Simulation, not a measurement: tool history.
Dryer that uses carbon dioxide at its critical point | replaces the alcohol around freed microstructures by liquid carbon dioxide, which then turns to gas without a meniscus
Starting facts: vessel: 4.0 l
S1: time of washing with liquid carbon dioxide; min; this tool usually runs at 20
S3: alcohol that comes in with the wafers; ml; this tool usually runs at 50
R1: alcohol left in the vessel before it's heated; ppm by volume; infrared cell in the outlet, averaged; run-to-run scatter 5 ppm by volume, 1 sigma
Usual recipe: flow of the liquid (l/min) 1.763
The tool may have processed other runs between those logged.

run 1 hour=0.0 | S1=20 flow_of_the_liquid_(l/min)=1.763 S3=50 | R1=55
run 2 hour=16.2 | S1=20 flow_of_the_liquid_(l/min)=1.763 S3=50 | R1=57
run 3 hour=24.1 | S1=22 flow_of_the_liquid_(l/min)=1.763 S3=50 | R1=35
run 4 hour=36.5 | S1=20 flow_of_the_liquid_(l/min)=2.950 S3=50 | R1=24
run 5 hour=49.6 | S1=20 flow_of_the_liquid_(l/min)=2.950 S3=50 | R1=31
run 6 hour=61.1 | S1=20 flow_of_the_liquid_(l/min)=2.950 S3=50 | R1=21
run 7 hour=76.0 | S1=20 flow_of_the_liquid_(l/min)=2.950 S3=50 | R1=28
run 8 hour=89.9 | S1=20 flow_of_the_liquid_(l/min)=1.763 S3=50 | R1=63
run 9 hour=98.8 | S1=20 flow_of_the_liquid_(l/min)=1.763 S3=50 | R1=51
run 10 hour=106.5 | S1=20 flow_of_the_liquid_(l/min)=1.130 S3=50 | R1=271
run 11 hour=122.9 | S1=20 flow_of_the_liquid_(l/min)=1.130 S3=50 | R1=271
run 12 hour=131.5 | S1=20 flow_of_the_liquid_(l/min)=1.130 S3=50 | R1=280
run 13 hour=145.9 | S1=20 flow_of_the_liquid_(l/min)=2.940 S3=50 | R1=30
run 14 hour=153.2 | S1=20 flow_of_the_liquid_(l/min)=1.763 S3=50 | R1=47
run 15 hour=162.6 | S1=20 flow_of_the_liquid_(l/min)=1.763 S3=50 | R1=58
run 16 hour=178.6 | S1=20 flow_of_the_liquid_(l/min)=1.763 S3=50 | R1=64
run 17 hour=186.9 | S1=20 flow_of_the_liquid_(l/min)=1.763 S3=50 | R1=54
run 18 hour=197.7 | S1=20 flow_of_the_liquid_(l/min)=1.763 S3=50 | R1=54
run 19 hour=209.5 | S1=20 flow_of_the_liquid_(l/min)=2.810 S3=46 | R1=27
run 20 hour=217.2 | S1=20 flow_of_the_liquid_(l/min)=2.810 S3=46 | R1=37
run 21 hour=227.2 | S1=20 flow_of_the_liquid_(l/min)=1.390 S3=32 | R1=100
run 22 hour=242.4 | S1=16 flow_of_the_liquid_(l/min)=1.760 S3=37 | R1=118
run 23 hour=255.3 | S1=18 flow_of_the_liquid_(l/min)=1.800 S3=57 | R1=93
run 24 hour=270.3 | S1=20 flow_of_the_liquid_(l/min)=2.520 S3=30 | R1=32
run 25 hour=279.7 | S1=14 flow_of_the_liquid_(l/min)=1.800 S3=108 | R1=411
run 26 hour=287.9 | S1=30 flow_of_the_liquid_(l/min)=1.070 S3=37 | R1=66
run 27 hour=298.6 | S1=31 flow_of_the_liquid_(l/min)=1.110 S3=54 | R1=71
run 28 hour=308.4 | S1=21 flow_of_the_liquid_(l/min)=1.750 S3=50 | R1=64
run 29 hour=321.8 | S1=20 flow_of_the_liquid_(l/min)=1.550 S3=118 | R1=193
run 30 hour=331.4 | S1=20 flow_of_the_liquid_(l/min)=1.300 S3=65 | R1=235
run 31 hour=344.8 | S1=19 flow_of_the_liquid_(l/min)=1.763 S3=27 | R1=63
run 32 hour=356.5 | S1=32 flow_of_the_liquid_(l/min)=1.280 S3=27 | R1=46
run 33 hour=368.0 | S1=13 flow_of_the_liquid_(l/min)=1.280 S3=22 | R1=380
run 34 hour=384.1 | S1=15 flow_of_the_liquid_(l/min)=1.370 S3=34 | R1=300
run 35 hour=400.3 | S1=14 flow_of_the_liquid_(l/min)=2.270 S3=23 | R1=63

Consider 5 possible next runs. They are alternatives, not a sequence: every one starts from the tool as it was left by run 35. What does each give?
run A hour=416.6 | S1=14 flow_of_the_liquid_(l/min)=1.570 S3=23 | R1=?
run B hour=416.6 | S1=14 flow_of_the_liquid_(l/min)=2.380 S3=54 | R1=?
run C hour=416.6 | S1=21 flow_of_the_liquid_(l/min)=1.763 S3=25 | R1=?
run D hour=416.6 | S1=20 flow_of_the_liquid_(l/min)=2.420 S3=50 | R1=?
run E hour=416.6 | S1=29 flow_of_the_liquid_(l/min)=1.100 S3=22 | R1=?

run=A R1=193
run=B R1=86
run=C R1=53
run=D R1=51
run=E R1=76
Stripped of hidden state, with their random variation kept, the same runs would have yielded:
run=A R1=110
run=B R1=28
run=C R1=11
run=D R1=11
run=E R1=30
